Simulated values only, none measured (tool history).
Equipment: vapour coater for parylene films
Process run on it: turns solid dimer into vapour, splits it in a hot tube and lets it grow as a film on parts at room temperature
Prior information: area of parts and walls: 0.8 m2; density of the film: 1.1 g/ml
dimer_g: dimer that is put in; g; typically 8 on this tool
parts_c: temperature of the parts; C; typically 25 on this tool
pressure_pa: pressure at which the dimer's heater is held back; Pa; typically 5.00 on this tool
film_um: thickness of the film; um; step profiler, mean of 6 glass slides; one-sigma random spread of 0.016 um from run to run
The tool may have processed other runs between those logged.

| run | day | dimer_g | parts_c | pressure_pa | film_um |
|---|---|---|---|---|---|
| 1 | 0.000 | 8 | 25 | 5.00 | 4.19 |
| 2 | 0.450 | 8 | 25 | 5.00 | 4.17 |
| 3 | 0.796 | 8 | 25 | 5.00 | 4.20 |
| 4 | 1.229 | 8 | 25 | 5.00 | 4.20 |
| 5 | 1.512 | 8 | 25 | 5.00 | 4.17 |
| 6 | 1.779 | 8 | 25 | 5.00 | 4.20 |
| 7 | 2.104 | 8 | 25 | 5.00 | 4.17 |
| 8 | 2.525 | 8 | 25 | 5.00 | 4.18 |
| 9 | 2.854 | 8 | 25 | 2.39 | 4.63 |
| 10 | 3.254 | 8 | 25 | 2.39 | 4.66 |
| 11 | 3.679 | 6 | 26 | 3.04 | 3.25 |
| 12 | 4.175 | 10 | 23 | 3.04 | 6.02 |
| 13 | 4.500 | 6 | 23 | 3.19 | 3.59 |
| 14 | 5.092 | 6 | 23 | 3.19 | 3.58 |
| 15 | 5.475 | 11 | 25 | 4.23 | 5.82 |
| 16 | 6.104 | 8 | 36 | 4.46 | 2.81 |
| 17 | 6.379 | 4 | 23 | 7.25 | 2.12 |
| 18 | 6.879 | 7 | 18 | 2.99 | 5.05 |
| 19 | 7.217 | 7 | 18 | 2.99 | 5.03 |
| 20 | 7.554 | 14 | 25 | 7.80 | 6.74 |

Table of differences, measured result less the result of that run with no hidden state. Run-to-run variation is the same in both. Gauge scatter possibly is not:
The hidden state here: vapour lost through the trap's worn valve, %; true temperature of the parts over the reading, C; drift of the gauge itself on film_um, %.
| run | film_um |
|---|---|
| 1 | -0.01 |
| 2 | -0.01 |
| 3 | -0.01 |
| 4 | -0.01 |
| 5 | -0.02 |
| 6 | -0.01 |
| 7 | -0.02 |
| 8 | -0.03 |
| 9 | -0.03 |
| 10 | -0.03 |
| 11 | -0.02 |
| 12 | -0.05 |
| 13 | -0.03 |
| 14 | -0.04 |
| 15 | -0.06 |
| 16 | -0.03 |
| 17 | -0.02 |
| 18 | -0.06 |
| 19 | -0.06 |
| 20 | -0.08 |
